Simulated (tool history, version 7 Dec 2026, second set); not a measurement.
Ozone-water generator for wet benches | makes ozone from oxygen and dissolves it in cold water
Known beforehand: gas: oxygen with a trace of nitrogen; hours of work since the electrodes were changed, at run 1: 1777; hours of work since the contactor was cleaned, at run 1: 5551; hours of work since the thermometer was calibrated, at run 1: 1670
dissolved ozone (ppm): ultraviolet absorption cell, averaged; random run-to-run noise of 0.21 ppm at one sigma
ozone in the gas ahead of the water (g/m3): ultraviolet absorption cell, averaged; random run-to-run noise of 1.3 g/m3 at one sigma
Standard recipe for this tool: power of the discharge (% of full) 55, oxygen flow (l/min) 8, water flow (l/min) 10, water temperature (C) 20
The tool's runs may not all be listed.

run	hour	power of the discharge (% of full)	oxygen flow (l/min)	water flow (l/min)	water temperature (C)	hours of work since the electrodes were changed	hours of work since the contactor was cleaned	hours of work since the thermometer was calibrated	dissolved ozone (ppm)	ozone in the gas ahead of the water (g/m3)
1	0	55	8	10	20	1777	5551	1670	30.9	240.8
2	51.4	55	8	10	21	1816	5591	1709	30.1	239.6
3	99.6	55	8	10	21	1853	5627	1746	29.9	240.1
4	174.6	55	8	10	21	1910	5685	1803	30	239
5	227.5	55	8	10	21	1951	5725	1843	30.2	239.3
6	267.8	55	8	10	21	1981	5756	1874	30.2	240.5
7	352.8	55	8	15	20	2046	5821	1939	22.6	238.8
8	424	55	8	15	20	2101	5875	1993	22.8	238.2
9	472.8	55	8	15	20	2138	5912	2030	22.7	236.6
10	517.1	55	8	15	20	2172	5946	2064	22.7	238.3
11	589.1	55	8	15	20	2227	6001	2119	22.5	239.5
12	663.7	55	8	15	20	2283	6058	2176	22.6	236.6
13	719.5	55	8	15	20	2326	6100	2218	22.8	237.4
14	755	55	4.41	10	20	2353	6127	2245	30.6	284.2
15	807.8	76	8	10	20	2393	6168	2286	36.5	282.9
16	862.8	55	8	8	20	2435	6210	2328	35.6	234.4
17	926.1	47	9	8	21	2484	6258	2376	31.5	209.6
18	970.2	49	4.68	7	15	2517	6291	2410	41.7	261.8
19	1014.1	49	13.39	8	15	2551	6325	2443	36.1	188.1
20	1085.3	49	13.39	8	15	2605	6379	2497	35.8	188.7
21	1134.6	55	8	10	21	2643	6417	2535	29.8	233.3
22	1220.5	55	8	15	13	2708	6482	2601	25.8	232.1
23	1308.4	44	8	9	20	2775	6549	2668	29.1	206.5
24	1390.4	55	14.37	10	20	2838	6612	2730	28.8	195.3
# hour 1451.6: gauge calibrated
25	1451.6	55	10.63	10	26	2884	6659	2777	26	217.9
# hour 1485.8: water thermometer calibrated
26	1526.1	99	13.99	9	15	2941	6715	31	47.9	275.7
27	1563.8	46	8	10	14	2970	6744	59	32	217.7
28	1614.6	55	5.28	10	16	3008	6783	98	33.5	272.5
29	1682.3	43	10.71	10	16	3060	6834	150	29.4	191.8
30	1736	43	10.71	10	16	3101	6875	191	29.4	190.9
31	1783.2	89	8	7	23	3137	6911	227	46.2	309.5

Some steps in ozone in the gas ahead of the water (g/m3) between neighbouring runs. How much of each would the tool show without its hidden state too (settings, what came in, random variation), and how much is left for the hidden state, with any gauge scatter that isn't in both results?
Unlogged tool condition in this case: yield of the discharge, % of new electrodes'; contactor's efficiency, % of a clean one's; true water temperature over the reading, C; drift of the gauge itself on ozone_ppm, %; drift of the gauge itself on gas_g_m3, %.
Run 17 -> 18: power of the discharge (% of full) 47 -> 49, oxygen flow (l/min) 9 -> 4.68, water flow (l/min) 8 -> 7, water temperature (C) 21 -> 15. ozone in the gas ahead of the water (g/m3) +52.2: hidden state -1.2, all else +53.4.
Run 18 -> 19: oxygen flow (l/min) 4.68 -> 13.39, water flow (l/min) 7 -> 8. ozone in the gas ahead of the water (g/m3) -73.7: hidden state +1.2, all else -74.9.
Run 24 -> 25: oxygen flow (l/min) 14.37 -> 10.63, water temperature (C) 20 -> 26, gauge calibrated. ozone in the gas ahead of the water (g/m3) +22.6: hidden state +5.1, all else +17.5.
Run 28 -> 29: power of the discharge (% of full) 55 -> 43, oxygen flow (l/min) 5.28 -> 10.71. ozone in the gas ahead of the water (g/m3) -80.7: hidden state +0, all else -80.7.
Run 30 -> 31: power of the discharge (% of full) 43 -> 89, oxygen flow (l/min) 10.71 -> 8, water flow (l/min) 10 -> 7, water temperature (C) 16 -> 23. ozone in the gas ahead of the water (g/m3) +118.6: hidden state -1, all else +119.6.
